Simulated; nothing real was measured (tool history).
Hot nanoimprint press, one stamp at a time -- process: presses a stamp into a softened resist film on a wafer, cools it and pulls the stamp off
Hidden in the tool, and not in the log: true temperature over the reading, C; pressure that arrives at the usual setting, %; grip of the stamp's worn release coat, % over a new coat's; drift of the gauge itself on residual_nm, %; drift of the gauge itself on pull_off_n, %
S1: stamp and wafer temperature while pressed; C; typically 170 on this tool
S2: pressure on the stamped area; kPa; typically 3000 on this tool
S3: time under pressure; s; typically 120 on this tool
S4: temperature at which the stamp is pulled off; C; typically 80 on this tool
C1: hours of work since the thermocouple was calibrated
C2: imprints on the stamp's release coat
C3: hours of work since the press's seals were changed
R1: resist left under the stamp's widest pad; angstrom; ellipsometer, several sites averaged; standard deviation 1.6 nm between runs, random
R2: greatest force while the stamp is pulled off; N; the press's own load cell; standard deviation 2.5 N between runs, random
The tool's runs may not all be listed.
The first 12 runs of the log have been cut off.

run	hour	S1	S2	S3	S4	C1	C2	C3	R1	R2
# hour 141.5: plate thermocouple calibrated
13	141.9	170	3000	120	80	0	1269	153	2602	116
# hour 153.1: stamp cleaned and given a new release coat
14	156.1	170	3000	120	80	6	10	158	2584	113
15	163.1	170	3000	120	80	11	35	163	2578	116
16	171.8	170	3000	120	80	17	66	169	2588	113
17	180.7	170	3000	120	80	23	97	175	2580	113
18	192.0	179	4440	170	80	31	137	183	1225	116
19	202.1	179	4440	170	80	38	172	190	1221	110
20	213.5	164	4440	134	80	46	212	198	2683	110
21	226.1	164	4440	134	80	54	256	207	2666	116
22	233.4	164	4610	134	80	60	282	212	2579	109
23	240.9	164	4610	134	80	65	308	217	2608	114
24	253.9	171	4620	135	70	74	354	226	1876	140
25	268.9	171	1980	61	70	84	407	237	3627	142
26	277.4	171	1980	61	70	90	437	243	3621	142
27	289.5	171	1980	61	70	98	479	251	3645	143
28	304.3	171	1980	61	70	109	531	261	3621	141
29	310.7	170	3000	76	80	113	553	266	2962	120
30	321.1	177	3000	67	80	120	590	273	2338	116

Predict each of these 4 candidate next runs independently; none follows another, all start after run 30:
A	329.2	170	2450	173	82	126	618	278	?	?
B	329.2	167	1890	120	80	126	618	278	?	?
C	329.2	180	3000	62	72	126	618	278	?	?
D	329.2	170	2600	220	67	126	618	278	?	?

run	R1	R2
A	2595	108
B	3613	117
C	2153	135
D	2338	147
With the hidden condition removed and each run's random variation left untouched, the same runs would have given:
run	R1	R2
A	2592	107
B	3611	116
C	2150	134
D	2336	147
